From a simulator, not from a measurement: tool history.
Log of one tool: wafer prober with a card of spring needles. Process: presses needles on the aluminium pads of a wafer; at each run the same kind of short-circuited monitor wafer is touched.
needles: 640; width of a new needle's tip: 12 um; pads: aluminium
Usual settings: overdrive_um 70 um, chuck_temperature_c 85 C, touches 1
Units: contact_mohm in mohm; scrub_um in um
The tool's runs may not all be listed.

{"run": 1, "day": 0.0, "overdrive_um": 70, "chuck_temperature_c": 85, "touches": 1, "contact_mohm": 253, "scrub_um": 16.51}
{"day": 0.046, "done": "tips cleaned on abrasive film"}
{"day": 0.208, "done": "tips cleaned on abrasive film"}
{"day": 0.412, "done": "tips cleaned on abrasive film"}
{"day": 0.575, "done": "tips cleaned on abrasive film"}
{"day": 0.779, "done": "tips cleaned on abrasive film"}
{"day": 0.983, "done": "tips cleaned on abrasive film"}
{"day": 1.188, "done": "tips cleaned on abrasive film"}
{"day": 1.392, "done": "tips cleaned on abrasive film"}
{"day": 1.596, "done": "tips cleaned on abrasive film"}
{"day": 1.796, "done": "tips cleaned on abrasive film"}
{"day": 2.0, "done": "tips cleaned on abrasive film"}
{"day": 2.204, "done": "tips cleaned on abrasive film"}
{"run": 2, "day": 2.3, "overdrive_um": 70, "chuck_temperature_c": 85, "touches": 1, "contact_mohm": 242, "scrub_um": 16.33}
{"day": 2.383, "done": "tips cleaned on abrasive film"}
{"day": 2.588, "done": "tips cleaned on abrasive film"}
{"day": 2.75, "done": "tips cleaned on abrasive film"}
{"day": 2.954, "done": "tips cleaned on abrasive film"}
{"day": 3.117, "done": "tips cleaned on abrasive film"}
{"day": 3.321, "done": "tips cleaned on abrasive film"}
{"day": 3.525, "done": "tips cleaned on abrasive film"}
{"day": 3.729, "done": "tips cleaned on abrasive film"}
{"day": 3.933, "done": "tips cleaned on abrasive film"}
{"day": 4.138, "done": "tips cleaned on abrasive film"}
{"day": 4.3, "done": "tips cleaned on abrasive film"}
{"day": 4.504, "done": "tips cleaned on abrasive film"}
{"day": 4.667, "done": "tips cleaned on abrasive film"}
{"day": 4.871, "done": "tips cleaned on abrasive film"}
{"day": 5.075, "done": "tips cleaned on abrasive film"}
{"day": 5.238, "done": "tips cleaned on abrasive film"}
{"day": 5.442, "done": "tips cleaned on abrasive film"}
{"day": 5.646, "done": "tips cleaned on abrasive film"}
{"day": 5.85, "done": "tips cleaned on abrasive film"}
{"day": 6.054, "done": "tips cleaned on abrasive film"}
{"day": 6.217, "done": "tips cleaned on abrasive film"}
{"day": 6.421, "done": "tips cleaned on abrasive film"}
{"run": 3, "day": 6.496, "overdrive_um": 70, "chuck_temperature_c": 85, "touches": 1, "contact_mohm": 241, "scrub_um": 15.99}
{"day": 6.621, "done": "tips cleaned on abrasive film"}
{"day": 6.821, "done": "tips cleaned on abrasive film"}
{"day": 6.988, "done": "tips cleaned on abrasive film"}
{"day": 7.192, "done": "tips cleaned on abrasive film"}
{"day": 7.396, "done": "tips cleaned on abrasive film"}
{"day": 7.558, "done": "tips cleaned on abrasive film"}
{"day": 7.762, "done": "tips cleaned on abrasive film"}
{"day": 7.967, "done": "tips cleaned on abrasive film"}
{"day": 8.171, "done": "tips cleaned on abrasive film"}
{"day": 8.371, "done": "tips cleaned on abrasive film"}
{"day": 8.575, "done": "tips cleaned on abrasive film"}
{"day": 8.779, "done": "tips cleaned on abrasive film"}
{"day": 8.946, "done": "tips cleaned on abrasive film"}
{"day": 9.146, "done": "tips cleaned on abrasive film"}
{"day": 9.346, "done": "tips cleaned on abrasive film"}
{"run": 4, "day": 9.346, "overdrive_um": 70, "chuck_temperature_c": 85, "touches": 1, "contact_mohm": 192, "scrub_um": 15.64}
{"day": 9.55, "done": "tips cleaned on abrasive film"}
{"day": 9.754, "done": "tips cleaned on abrasive film"}
{"day": 9.958, "done": "tips cleaned on abrasive film"}
{"day": 10.162, "done": "tips cleaned on abrasive film"}
{"day": 10.325, "done": "tips cleaned on abrasive film"}
{"day": 10.529, "done": "tips cleaned on abrasive film"}
{"day": 10.692, "done": "tips cleaned on abrasive film"}
{"day": 10.896, "done": "tips cleaned on abrasive film"}
{"day": 11.058, "done": "tips cleaned on abrasive film"}
{"day": 11.154, "done": "height of the first contact set anew"}
{"day": 11.275, "done": "tips cleaned on abrasive film"}
{"day": 11.479, "done": "tips cleaned on abrasive film"}
{"day": 11.683, "done": "tips cleaned on abrasive film"}
{"day": 11.888, "done": "tips cleaned on abrasive film"}
{"run": 5, "day": 11.904, "overdrive_um": 70, "chuck_temperature_c": 85, "touches": 1, "contact_mohm": 198, "scrub_um": 16.64}
{"day": 12.067, "done": "tips cleaned on abrasive film"}
{"day": 12.233, "done": "tips cleaned on abrasive film"}
{"day": 12.438, "done": "tips cleaned on abrasive film"}
{"day": 12.638, "done": "tips cleaned on abrasive film"}
{"day": 12.842, "done": "tips cleaned on abrasive film"}
{"day": 13.008, "done": "tips cleaned on abrasive film"}
{"day": 13.212, "done": "tips cleaned on abrasive film"}
{"day": 13.412, "done": "tips cleaned on abrasive film"}
{"day": 13.617, "done": "tips cleaned on abrasive film"}
{"day": 13.783, "done": "tips cleaned on abrasive film"}
{"day": 13.988, "done": "tips cleaned on abrasive film"}
{"day": 14.188, "done": "tips cleaned on abrasive film"}
{"day": 14.392, "done": "tips cleaned on abrasive film"}
{"day": 14.596, "done": "tips cleaned on abrasive film"}
{"day": 14.8, "done": "tips cleaned on abrasive film"}
{"run": 6, "day": 14.917, "overdrive_um": 70, "chuck_temperature_c": 85, "touches": 1, "contact_mohm": 265, "scrub_um": 16.34}
{"day": 15.0, "done": "tips cleaned on abrasive film"}
{"day": 15.162, "done": "tips cleaned on abrasive film"}
{"day": 15.367, "done": "tips cleaned on abrasive film"}
{"day": 15.571, "done": "tips cleaned on abrasive film"}
{"day": 15.733, "done": "tips cleaned on abrasive film"}
{"day": 15.938, "done": "tips cleaned on abrasive film"}
{"day": 16.104, "done": "tips cleaned on abrasive film"}
{"day": 16.304, "done": "tips cleaned on abrasive film"}
{"day": 16.508, "done": "tips cleaned on abrasive film"}
{"run": 7, "day": 16.662, "overdrive_um": 70, "chuck_temperature_c": 85, "touches": 1, "contact_mohm": 275, "scrub_um": 16.26}
{"day": 16.708, "done": "tips cleaned on abrasive film"}
{"day": 16.912, "done": "tips cleaned on abrasive film"}
{"day": 17.112, "done": "tips cleaned on abrasive film"}
{"day": 17.279, "done": "tips cleaned on abrasive film"}
{"day": 17.483, "done": "tips cleaned on abrasive film"}
{"day": 17.646, "done": "tips cleaned on abrasive film"}
{"day": 17.85, "done": "tips cleaned on abrasive film"}
{"day": 18.054, "done": "tips cleaned on abrasive film"}
{"day": 18.258, "done": "tips cleaned on abrasive film"}
{"day": 18.458, "done": "tips cleaned on abrasive film"}
{"day": 18.662, "done": "tips cleaned on abrasive film"}
{"day": 18.867, "done": "tips cleaned on abrasive film"}
{"day": 19.071, "done": "tips cleaned on abrasive film"}
{"run": 8, "day": 19.167, "overdrive_um": 70, "chuck_temperature_c": 85, "touches": 1, "contact_mohm": 267, "scrub_um": 16.05}
{"day": 19.25, "done": "tips cleaned on abrasive film"}
{"day": 19.454, "done": "tips cleaned on abrasive film"}
{"day": 19.658, "done": "tips cleaned on abrasive film"}
{"day": 19.862, "done": "tips cleaned on abrasive film"}
{"day": 20.025, "done": "tips cleaned on abrasive film"}
{"day": 20.229, "done": "tips cleaned on abrasive film"}
{"day": 20.433, "done": "tips cleaned on abrasive film"}
{"day": 20.638, "done": "tips cleaned on abrasive film"}
{"day": 20.842, "done": "tips cleaned on abrasive film"}
{"day": 21.042, "done": "tips cleaned on abrasive film"}
{"day": 21.208, "done": "tips cleaned on abrasive film"}
{"day": 21.412, "done": "tips cleaned on abrasive film"}
{"day": 21.617, "done": "tips cleaned on abrasive film"}
{"day": 21.817, "done": "tips cleaned on abrasive film"}
{"day": 21.983, "done": "tips cleaned on abrasive film"}
{"day": 22.188, "done": "tips cleaned on abrasive film"}
{"day": 22.392, "done": "tips cleaned on abrasive film"}
{"day": 22.592, "done": "tips cleaned on abrasive film"}
{"day": 22.796, "done": "tips cleaned on abrasive film"}
{"day": 23.0, "done": "tips cleaned on abrasive film"}
{"day": 23.204, "done": "tips cleaned on abrasive film"}
{"run": 9, "day": 23.262, "overdrive_um": 63, "chuck_temperature_c": 34, "touches": 2, "contact_mohm": 224, "scrub_um": 14.01}
{"day": 23.383, "done": "tips cleaned on abrasive film"}
{"day": 23.55, "done": "tips cleaned on abrasive film"}
{"day": 23.754, "done": "tips cleaned on abrasive film"}
{"day": 23.954, "done": "tips cleaned on abrasive film"}
{"day": 24.121, "done": "tips cleaned on abrasive film"}
{"day": 24.325, "done": "tips cleaned on abrasive film"}
{"day": 24.529, "done": "tips cleaned on abrasive film"}
{"day": 24.729, "done": "tips cleaned on abrasive film"}
{"day": 24.896, "done": "tips cleaned on abrasive film"}
{"day": 24.946, "done": "height of the first contact set anew"}
{"day": 25.112, "done": "tips cleaned on abrasive film"}
{"day": 25.317, "done": "tips cleaned on abrasive film"}
{"day": 25.517, "done": "tips cleaned on abrasive film"}
{"day": 25.721, "done": "tips cleaned on abrasive film"}
{"day": 25.925, "done": "tips cleaned on abrasive film"}
{"day": 26.129, "done": "tips cleaned on abrasive film"}
{"day": 26.333, "done": "tips cleaned on abrasive film"}
{"day": 26.496, "done": "tips cleaned on abrasive film"}
{"day": 26.7, "done": "tips cleaned on abrasive film"}
{"day": 26.867, "done": "tips cleaned on abrasive film"}
{"day": 27.367, "done": "card fitted with new needles"}
{"day": 27.567, "done": "tips cleaned on abrasive film"}
{"run": 10, "day": 27.679, "overdrive_um": 70, "chuck_temperature_c": 33, "touches": 1, "contact_mohm": 204, "scrub_um": 16.7}
{"day": 27.762, "done": "tips cleaned on abrasive film"}
{"day": 27.925, "done": "tips cleaned on abrasive film"}
{"day": 28.088, "done": "tips cleaned on abrasive film"}
{"day": 28.292, "done": "tips cleaned on abrasive film"}
{"day": 28.458, "done": "tips cleaned on abrasive film"}
{"day": 28.658, "done": "tips cleaned on abrasive film"}
{"day": 28.862, "done": "tips cleaned on abrasive film"}
{"day": 29.067, "done": "tips cleaned on abrasive film"}
{"day": 29.233, "done": "tips cleaned on abrasive film"}
{"day": 29.396, "done": "tips cleaned on abrasive film"}
{"day": 29.6, "done": "tips cleaned on abrasive film"}
{"day": 29.804, "done": "tips cleaned on abrasive film"}
{"day": 29.967, "done": "tips cleaned on abrasive film"}
{"day": 30.171, "done": "tips cleaned on abrasive film"}
{"day": 30.333, "done": "tips cleaned on abrasive film"}
{"day": 30.538, "done": "tips cleaned on abrasive film"}
{"day": 30.7, "done": "tips cleaned on abrasive film"}
{"day": 30.904, "done": "tips cleaned on abrasive film"}
{"day": 31.108, "done": "tips cleaned on abrasive film"}
{"run": 11, "day": 31.138, "overdrive_um": 70, "chuck_temperature_c": 33, "touches": 1, "contact_mohm": 176, "scrub_um": 16.38}
{"day": 31.304, "done": "tips cleaned on abrasive film"}
{"day": 31.467, "done": "tips cleaned on abrasive film"}
{"day": 31.671, "done": "tips cleaned on abrasive film"}
{"day": 31.875, "done": "tips cleaned on abrasive film"}
{"day": 32.079, "done": "tips cleaned on abrasive film"}
{"day": 32.242, "done": "tips cleaned on abrasive film"}
{"day": 32.446, "done": "tips cleaned on abrasive film"}
{"day": 32.608, "done": "tips cleaned on abrasive film"}
{"day": 32.812, "done": "tips cleaned on abrasive film"}
{"day": 33.017, "done": "tips cleaned on abrasive film"}
{"day": 33.179, "done": "tips cleaned on abrasive film"}
{"day": 33.383, "done": "tips cleaned on abrasive film"}
{"day": 33.546, "done": "tips cleaned on abrasive film"}
{"day": 33.75, "done": "tips cleaned on abrasive film"}
{"day": 33.917, "done": "tips cleaned on abrasive film"}
{"day": 34.117, "done": "tips cleaned on abrasive film"}
{"day": 34.283, "done": "tips cleaned on abrasive film"}
{"day": 34.488, "done": "tips cleaned on abrasive film"}
{"day": 34.692, "done": "tips cleaned on abrasive film"}
{"day": 34.892, "done": "tips cleaned on abrasive film"}
{"day": 35.058, "done": "tips cleaned on abrasive film"}
{"run": 12, "day": 35.071, "overdrive_um": 51, "chuck_temperature_c": 83, "touches": 1, "contact_mohm": 194, "scrub_um": 11.48}
{"day": 35.233, "done": "tips cleaned on abrasive film"}
{"day": 35.4, "done": "tips cleaned on abrasive film"}
{"day": 35.604, "done": "tips cleaned on abrasive film"}
{"day": 35.804, "done": "tips cleaned on abrasive film"}
{"day": 36.008, "done": "tips cleaned on abrasive film"}
{"day": 36.212, "done": "tips cleaned on abrasive film"}
{"day": 36.417, "done": "tips cleaned on abrasive film"}
{"day": 36.621, "done": "tips cleaned on abrasive film"}
{"day": 36.825, "done": "tips cleaned on abrasive film"}
{"day": 37.029, "done": "tips cleaned on abrasive film"}
{"day": 37.192, "done": "tips cleaned on abrasive film"}
{"day": 37.396, "done": "tips cleaned on abrasive film"}
{"day": 37.6, "done": "tips cleaned on abrasive film"}
{"day": 37.762, "done": "tips cleaned on abrasive film"}
{"day": 37.967, "done": "tips cleaned on abrasive film"}
{"day": 38.171, "done": "tips cleaned on abrasive film"}
{"day": 38.375, "done": "tips cleaned on abrasive film"}
{"day": 38.538, "done": "tips cleaned on abrasive film"}
{"day": 38.742, "done": "tips cleaned on abrasive film"}
{"run": 13, "day": 38.833, "overdrive_um": 51, "chuck_temperature_c": 83, "touches": 1, "contact_mohm": 259, "scrub_um": 11.26}

Forecast each of these 4 alternatives for the next run:
{"day": 38.917, "done": "tips cleaned on abrasive film"}
{"day": 39.083, "done": "tips cleaned on abrasive film"}
{"day": 39.283, "done": "tips cleaned on abrasive film"}
{"day": 39.45, "done": "tips cleaned on abrasive film"}
{"day": 39.654, "done": "tips cleaned on abrasive film"}
{"day": 39.858, "done": "tips cleaned on abrasive film"}
{"day": 40.021, "done": "tips cleaned on abrasive film"}
{"day": 40.225, "done": "tips cleaned on abrasive film"}
{"day": 40.429, "done": "tips cleaned on abrasive film"}
{"day": 40.633, "done": "tips cleaned on abrasive film"}
{"day": 40.812, "done": "tips cleaned on abrasive film"}
{"run": "A", "day": 40.812, "overdrive_um": 70, "chuck_temperature_c": 64, "touches": 1, "contact_mohm": "?", "scrub_um": "?"}
{"day": 38.917, "done": "tips cleaned on abrasive film"}
{"day": 39.083, "done": "tips cleaned on abrasive film"}
{"day": 39.283, "done": "tips cleaned on abrasive film"}
{"day": 39.45, "done": "tips cleaned on abrasive film"}
{"day": 39.654, "done": "tips cleaned on abrasive film"}
{"day": 39.858, "done": "tips cleaned on abrasive film"}
{"day": 40.021, "done": "tips cleaned on abrasive film"}
{"day": 40.225, "done": "tips cleaned on abrasive film"}
{"day": 40.429, "done": "tips cleaned on abrasive film"}
{"day": 40.633, "done": "tips cleaned on abrasive film"}
{"day": 40.812, "done": "tips cleaned on abrasive film"}
{"run": "B", "day": 40.812, "overdrive_um": 86, "chuck_temperature_c": 118, "touches": 1, "contact_mohm": "?", "scrub_um": "?"}
{"day": 38.917, "done": "tips cleaned on abrasive film"}
{"day": 39.083, "done": "tips cleaned on abrasive film"}
{"day": 39.283, "done": "tips cleaned on abrasive film"}
{"day": 39.45, "done": "tips cleaned on abrasive film"}
{"day": 39.654, "done": "tips cleaned on abrasive film"}
{"day": 39.858, "done": "tips cleaned on abrasive film"}
{"day": 40.021, "done": "tips cleaned on abrasive film"}
{"day": 40.225, "done": "tips cleaned on abrasive film"}
{"day": 40.429, "done": "tips cleaned on abrasive film"}
{"day": 40.633, "done": "tips cleaned on abrasive film"}
{"day": 40.812, "done": "tips cleaned on abrasive film"}
{"run": "C", "day": 40.812, "overdrive_um": 82, "chuck_temperature_c": 41, "touches": 1, "contact_mohm": "?", "scrub_um": "?"}
{"day": 38.917, "done": "tips cleaned on abrasive film"}
{"day": 39.083, "done": "tips cleaned on abrasive film"}
{"day": 39.283, "done": "tips cleaned on abrasive film"}
{"day": 39.45, "done": "tips cleaned on abrasive film"}
{"day": 39.654, "done": "tips cleaned on abrasive film"}
{"day": 39.858, "done": "tips cleaned on abrasive film"}
{"day": 40.021, "done": "tips cleaned on abrasive film"}
{"day": 40.225, "done": "tips cleaned on abrasive film"}
{"day": 40.429, "done": "tips cleaned on abrasive film"}
{"day": 40.633, "done": "tips cleaned on abrasive film"}
{"day": 40.812, "done": "tips cleaned on abrasive film"}
{"run": "D", "day": 40.812, "overdrive_um": 51, "chuck_temperature_c": 63, "touches": 1, "contact_mohm": "?", "scrub_um": "?"}

run=A contact_mohm=169 scrub_um=15.68
run=B contact_mohm=176 scrub_um=19.43
run=C contact_mohm=165 scrub_um=18.32
run=D contact_mohm=180 scrub_um=11.06
Without the tool's hidden state the same runs would have given:
run=A contact_mohm=163 scrub_um=16.79
run=B contact_mohm=172 scrub_um=20.53
run=C contact_mohm=160 scrub_um=19.42
run=D contact_mohm=168 scrub_um=12.17
